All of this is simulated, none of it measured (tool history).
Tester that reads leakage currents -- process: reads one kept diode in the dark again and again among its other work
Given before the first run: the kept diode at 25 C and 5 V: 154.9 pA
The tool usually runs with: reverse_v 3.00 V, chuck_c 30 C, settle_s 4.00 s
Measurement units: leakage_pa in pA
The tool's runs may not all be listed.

run,hour,reverse_v,chuck_c,settle_s,leakage_pa
1,0.0,3.00,30,4.00,230.53
2,25.8,3.00,30,4.00,231.84
3,56.8,3.00,30,4.00,231.90
4,89.2,3.00,30,4.00,232.27
5,116.8,3.00,30,4.00,230.21
6,140.4,3.00,30,4.00,231.21
7,180.0,3.00,30,0.83,232.21
8,226.1,3.00,30,4.00,234.09
9,267.6,3.00,30,4.00,232.77
10,315.8,3.00,30,4.00,234.56
11,345.1,3.00,30,4.00,233.11
12,389.2,3.00,30,4.00,235.37
13,419.0,3.00,30,4.00,235.23
14,457.3,3.00,30,4.00,234.43
15,491.6,3.00,30,4.00,236.94
16,514.3,3.00,30,4.00,236.75
17,551.0,3.00,30,4.00,237.61
18,599.5,3.00,30,2.00,238.17
19,628.4,3.00,30,2.00,237.39
# hour 633.9: probe card cleaned and baked
20,678.1,3.00,30,0.50,241.22
21,721.6,3.00,29,2.25,220.91
22,756.7,3.00,29,2.25,221.69
23,802.8,3.00,31,9.56,260.03
24,823.3,3.00,54,0.81,1455.35
25,857.6,3.00,54,1.83,1459.05
# hour 902.9: probe card cleaned and baked, once more
26,904.6,1.23,28,1.83,150.79
27,943.3,8.42,57,0.60,2548.90
28,993.5,3.00,32,5.53,283.76
29,1021.8,1.48,52,4.00,1009.38
30,1061.9,2.03,28,0.42,181.60
31,1111.8,1.94,28,0.79,178.54
# hour 1135.5: chuck's temperature calibrated
32,1152.6,13.59,38,0.79,635.98
33,1186.5,13.59,38,0.79,635.44
34,1208.2,13.59,38,0.79,639.29
35,1234.6,13.59,28,3.18,283.82
36,1259.4,13.59,56,0.35,2401.75
37,1306.6,3.00,22,5.80,103.03
38,1333.0,3.00,22,5.80,103.43
39,1357.3,19.93,32,5.80,450.84
40,1406.2,19.93,32,5.80,452.61

Forecast each of these 3 alternatives for the next run:
A,1439.8,1.58,47,0.99,?
B,1439.8,3.99,51,4.11,?
C,1439.8,14.36,30,4.00,?

run,leakage_pa
A,620.59
B,1124.68
C,344.26
The same runs, with their run-to-run variation unchanged, on a tool lacking any hidden condition would have given:
run,leakage_pa
A,608.08
B,1102.48
C,335.59
